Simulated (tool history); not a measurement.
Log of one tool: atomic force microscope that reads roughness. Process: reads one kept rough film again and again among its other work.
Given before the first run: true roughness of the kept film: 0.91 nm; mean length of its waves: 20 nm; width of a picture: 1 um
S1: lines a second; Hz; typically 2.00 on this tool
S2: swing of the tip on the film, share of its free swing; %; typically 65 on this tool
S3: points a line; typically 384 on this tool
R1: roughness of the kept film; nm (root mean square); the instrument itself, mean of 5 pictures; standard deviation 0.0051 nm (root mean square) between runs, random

{"run": 1, "hour": 0.0, "S1": 2.0, "S2": 65, "S3": 384, "R1": 0.783}
{"hour": 27.3, "done": "new tip fitted"}
{"run": 2, "hour": 32.3, "S1": 2.0, "S2": 65, "S3": 384, "R1": 0.773}
{"hour": 58.6, "done": "new tip fitted"}
{"hour": 89.0, "done": "new tip fitted"}
{"run": 3, "hour": 91.7, "S1": 2.0, "S2": 65, "S3": 384, "R1": 0.766}
{"hour": 119.8, "done": "new tip fitted"}
{"run": 4, "hour": 127.8, "S1": 2.0, "S2": 65, "S3": 479, "R1": 0.763}
{"hour": 153.6, "done": "new tip fitted"}
{"run": 5, "hour": 160.2, "S1": 2.0, "S2": 65, "S3": 479, "R1": 0.769}
{"hour": 187.9, "done": "new tip fitted"}
{"hour": 219.8, "done": "new tip fitted"}
{"run": 6, "hour": 222.0, "S1": 2.0, "S2": 65, "S3": 479, "R1": 0.781}
{"hour": 252.8, "done": "new tip fitted"}
{"run": 7, "hour": 275.2, "S1": 2.0, "S2": 65, "S3": 479, "R1": 0.723}
{"hour": 285.0, "done": "new tip fitted"}
{"run": 8, "hour": 311.5, "S1": 2.0, "S2": 59, "S3": 479, "R1": 0.733}
{"hour": 317.6, "done": "new tip fitted"}
{"hour": 352.6, "done": "new tip fitted"}
{"run": 9, "hour": 368.6, "S1": 2.0, "S2": 65, "S3": 390, "R1": 0.732}
{"hour": 384.0, "done": "new tip fitted"}
{"run": 10, "hour": 408.7, "S1": 2.0, "S2": 65, "S3": 390, "R1": 0.703}
{"hour": 416.5, "done": "new tip fitted"}
{"run": 11, "hour": 439.2, "S1": 2.0, "S2": 65, "S3": 390, "R1": 0.712}
{"hour": 448.6, "done": "new tip fitted"}
{"hour": 479.6, "done": "new tip fitted"}
{"run": 12, "hour": 499.1, "S1": 2.0, "S2": 65, "S3": 390, "R1": 0.723}
{"hour": 513.8, "done": "new tip fitted"}
{"run": 13, "hour": 529.7, "S1": 2.0, "S2": 65, "S3": 390, "R1": 0.739}
{"hour": 544.8, "done": "new tip fitted"}
{"hour": 575.2, "done": "new tip fitted"}
{"run": 14, "hour": 588.4, "S1": 2.0, "S2": 65, "S3": 390, "R1": 0.748}
{"hour": 606.9, "done": "new tip fitted"}
{"hour": 637.0, "done": "new tip fitted"}
{"run": 15, "hour": 649.1, "S1": 2.0, "S2": 65, "S3": 390, "R1": 0.74}
{"hour": 668.8, "done": "new tip fitted"}
{"run": 16, "hour": 692.0, "S1": 2.0, "S2": 65, "S3": 390, "R1": 0.708}
{"hour": 698.7, "done": "new tip fitted"}
{"hour": 730.2, "done": "new tip fitted"}
{"run": 17, "hour": 741.9, "S1": 2.0, "S2": 81, "S3": 384, "R1": 0.673}
{"hour": 761.5, "done": "new tip fitted"}
{"hour": 793.8, "done": "new tip fitted"}
{"run": 18, "hour": 797.8, "S1": 2.0, "S2": 81, "S3": 384, "R1": 0.695}
{"hour": 828.6, "done": "new tip fitted"}
{"run": 19, "hour": 849.3, "S1": 2.0, "S2": 69, "S3": 384, "R1": 0.697}
{"hour": 860.0, "done": "new tip fitted"}
{"hour": 890.7, "done": "new tip fitted"}
{"run": 20, "hour": 895.7, "S1": 2.0, "S2": 86, "S3": 384, "R1": 0.664}
{"hour": 921.6, "done": "new tip fitted"}
{"run": 21, "hour": 940.2, "S1": 2.0, "S2": 86, "S3": 384, "R1": 0.638}
{"hour": 944.9, "done": "height scale calibrated on a step standard"}
{"hour": 952.9, "done": "new tip fitted"}
{"run": 22, "hour": 971.6, "S1": 2.0, "S2": 86, "S3": 384, "R1": 0.616}
{"hour": 984.2, "done": "new tip fitted"}
{"run": 23, "hour": 1005.0, "S1": 2.0, "S2": 86, "S3": 384, "R1": 0.615}
{"hour": 1014.8, "done": "new tip fitted"}
{"run": 24, "hour": 1034.0, "S1": 2.0, "S2": 86, "S3": 384, "R1": 0.62}
{"hour": 1044.4, "done": "new tip fitted"}
{"hour": 1075.1, "done": "new tip fitted"}
{"run": 25, "hour": 1086.1, "S1": 2.0, "S2": 86, "S3": 384, "R1": 0.631}
{"hour": 1104.7, "done": "new tip fitted"}
{"hour": 1136.7, "done": "new tip fitted"}
{"run": 26, "hour": 1146.9, "S1": 2.0, "S2": 86, "S3": 384, "R1": 0.636}
{"hour": 1160.5, "done": "height scale calibrated on a step standard, once more"}
{"hour": 1167.3, "done": "new tip fitted"}
{"hour": 1198.3, "done": "new tip fitted"}
{"run": 27, "hour": 1217.7, "S1": 2.0, "S2": 86, "S3": 384, "R1": 0.634}
{"hour": 1231.4, "done": "new tip fitted"}
{"hour": 1262.1, "done": "new tip fitted"}
{"run": 28, "hour": 1272.6, "S1": 1.62, "S2": 87, "S3": 384, "R1": 0.683}
{"hour": 1292.6, "done": "new tip fitted"}
{"run": 29, "hour": 1301.3, "S1": 1.26, "S2": 64, "S3": 536, "R1": 0.799}
{"hour": 1324.4, "done": "new tip fitted"}
{"run": 30, "hour": 1343.2, "S1": 3.72, "S2": 64, "S3": 316, "R1": 0.692}
{"hour": 1356.2, "done": "new tip fitted"}
{"run": 31, "hour": 1372.4, "S1": 1.03, "S2": 70, "S3": 316, "R1": 0.74}
{"hour": 1388.7, "done": "new tip fitted"}
{"run": 32, "hour": 1407.3, "S1": 1.03, "S2": 90, "S3": 422, "R1": 0.692}
{"hour": 1418.2, "done": "new tip fitted"}
{"hour": 1451.7, "done": "new tip fitted"}
{"run": 33, "hour": 1470.8, "S1": 2.0, "S2": 65, "S3": 384, "R1": 0.728}
{"hour": 1480.9, "done": "new tip fitted"}
{"hour": 1513.8, "done": "new tip fitted"}
{"run": 34, "hour": 1530.0, "S1": 2.0, "S2": 72, "S3": 300, "R1": 0.718}
{"hour": 1544.6, "done": "new tip fitted"}
{"hour": 1574.6, "done": "new tip fitted"}
{"run": 35, "hour": 1574.6, "S1": 0.92, "S2": 64, "S3": 623, "R1": 0.825}
{"hour": 1604.3, "done": "new tip fitted"}
{"run": 36, "hour": 1612.4, "S1": 1.78, "S2": 65, "S3": 596, "R1": 0.769}
{"hour": 1633.9, "done": "new tip fitted"}
{"run": 37, "hour": 1642.5, "S1": 3.32, "S2": 71, "S3": 798, "R1": 0.705}
{"hour": 1664.1, "done": "new tip fitted"}
{"hour": 1698.5, "done": "new tip fitted"}
{"run": 38, "hour": 1703.1, "S1": 1.49, "S2": 76, "S3": 534, "R1": 0.761}
{"hour": 1730.2, "done": "new tip fitted"}
{"hour": 1761.8, "done": "new tip fitted"}
{"run": 39, "hour": 1761.8, "S1": 3.29, "S2": 68, "S3": 836, "R1": 0.749}
{"hour": 1793.8, "done": "new tip fitted"}
{"hour": 1828.3, "done": "new tip fitted"}
{"run": 40, "hour": 1831.1, "S1": 1.65, "S2": 56, "S3": 272, "R1": 0.787}
{"hour": 1860.1, "done": "new tip fitted"}
{"hour": 1891.9, "done": "new tip fitted"}
{"run": 41, "hour": 1894.0, "S1": 1.56, "S2": 56, "S3": 515, "R1": 0.815}
{"hour": 1923.0, "done": "new tip fitted"}
{"hour": 1954.1, "done": "new tip fitted"}
{"run": 42, "hour": 1957.0, "S1": 1.56, "S2": 57, "S3": 663, "R1": 0.811}
{"hour": 1984.4, "done": "new tip fitted"}
{"hour": 2017.8, "done": "new tip fitted"}
{"run": 43, "hour": 2025.1, "S1": 3.31, "S2": 57, "S3": 659, "R1": 0.783}
{"hour": 2050.2, "done": "new tip fitted"}
{"run": 44, "hour": 2054.4, "S1": 3.35, "S2": 71, "S3": 268, "R1": 0.688}
{"hour": 2083.3, "done": "new tip fitted"}
{"run": 45, "hour": 2111.4, "S1": 0.64, "S2": 79, "S3": 709, "R1": 0.718}
{"hour": 2115.1, "done": "new tip fitted"}
{"hour": 2147.3, "done": "new tip fitted"}
{"run": 46, "hour": 2155.7, "S1": 0.64, "S2": 79, "S3": 709, "R1": 0.774}

Each row is a separate what-if for the run after 46, all from the same tool condition, not one after another. Results?
{"hour": 2179.7, "done": "new tip fitted"}
{"run": "A", "hour": 2195.6, "S1": 2.0, "S2": 65, "S3": 769, "R1": "?"}
{"hour": 2179.7, "done": "new tip fitted"}
{"run": "B", "hour": 2195.6, "S1": 0.64, "S2": 79, "S3": 383, "R1": "?"}
{"hour": 2179.7, "done": "new tip fitted"}
{"run": "C", "hour": 2195.6, "S1": 1.21, "S2": 68, "S3": 590, "R1": "?"}
{"hour": 2179.7, "done": "new tip fitted"}
{"run": "D", "hour": 2195.6, "S1": 0.64, "S2": 76, "S3": 709, "R1": "?"}
{"hour": 2179.7, "done": "new tip fitted"}
{"run": "E", "hour": 2195.6, "S1": 1.28, "S2": 67, "S3": 709, "R1": "?"}

run=A R1=0.757
run=B R1=0.744
run=C R1=0.769
run=D R1=0.774
run=E R1=0.761
Take away the tool's hidden state, keep each run's random variation, and the runs would have read:
run=A R1=0.815
run=B R1=0.801
run=C R1=0.827
run=D R1=0.833
run=E R1=0.819
